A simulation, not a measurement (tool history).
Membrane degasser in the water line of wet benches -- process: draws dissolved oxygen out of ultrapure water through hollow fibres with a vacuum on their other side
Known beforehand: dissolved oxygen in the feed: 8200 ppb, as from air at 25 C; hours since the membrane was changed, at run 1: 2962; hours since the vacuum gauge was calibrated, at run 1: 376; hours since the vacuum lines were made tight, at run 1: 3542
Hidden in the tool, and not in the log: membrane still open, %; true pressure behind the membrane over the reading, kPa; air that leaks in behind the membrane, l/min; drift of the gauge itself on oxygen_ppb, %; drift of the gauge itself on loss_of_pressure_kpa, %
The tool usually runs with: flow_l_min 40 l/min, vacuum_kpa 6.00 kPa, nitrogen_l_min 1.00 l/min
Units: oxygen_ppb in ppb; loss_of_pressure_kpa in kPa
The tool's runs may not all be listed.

run    hour  flow_l_min  vacuum_kpa  nitrogen_l_min  hours since the membrane was changed  hours since the vacuum gauge was calibrated  hours since the vacuum lines were made tight  oxygen_ppb  loss_of_pressure_kpa
  1     0.0          40        6.00            1.00                                  2962                                          376                                          3542       242.3                 37.50
  2    90.7          40        6.00            1.00                                  3052                                          466                                          3633       243.3                 37.42
  3   172.3          40        6.00            1.00                                  3134                                          548                                          3714       241.8                 37.96
  4   251.8          40        6.00            1.00                                  3213                                          627                                          3794       239.5                 37.84
  5   387.5          40        6.00            1.00                                  3349                                          763                                          3930       248.2                 38.11
  6   484.5          40        6.00            1.00                                  3446                                          860                                          4027       243.2                 38.01
  7   613.1          40        6.00            1.00                                  3575                                          989                                          4155       239.8                 37.43
  8   678.5          50       14.07            0.42                                  3640                                         1054                                          4221      1616.6                 47.23
  9   799.6          50       14.07            0.42                                  3761                                         1175                                          4342      1625.7                 47.42
 10   886.9          50       14.07            0.42                                  3849                                         1262                                          4429      1643.2                 47.94
 11   982.0          41       14.07            0.58                                  3944                                         1358                                          4524      1209.3                 39.24
 12  1112.2          40        8.79            2.38                                  4074                                         1488                                          4654       229.9                 37.95
 13  1228.9          40        8.79            2.38                                  4191                                         1604                                          4771       231.6                 38.42

5 options for the next run, each taken on its own from the tool as it stands now. Forecast them:
  A  1330.6          29        6.28            2.38                                  4292                                         1706                                          4873           ?                     ?
  B  1330.6          40       13.71            2.30                                  4292                                         1706                                          4873           ?                     ?
  C  1330.6          46        9.60            1.00                                  4292                                         1706                                          4873           ?                     ?
  D  1330.6          53        8.79            0.88                                  4292                                         1706                                          4873           ?                     ?
  E  1330.6          51        4.84            0.92                                  4292                                         1706                                          4873           ?                     ?

run  oxygen_ppb  loss_of_pressure_kpa
  A        98.4                 28.08
  B       414.3                 38.36
  C       567.4                 43.66
  D       612.1                 50.34
  E       206.4                 48.44
The same runs, with their run-to-run variation unchanged, on a tool lacking any hidden condition would have given:
run  oxygen_ppb  loss_of_pressure_kpa
  A        98.3                 27.55
  B       414.1                 37.63
  C       567.3                 42.83
  D       612.0                 49.38
  E       206.3                 47.52

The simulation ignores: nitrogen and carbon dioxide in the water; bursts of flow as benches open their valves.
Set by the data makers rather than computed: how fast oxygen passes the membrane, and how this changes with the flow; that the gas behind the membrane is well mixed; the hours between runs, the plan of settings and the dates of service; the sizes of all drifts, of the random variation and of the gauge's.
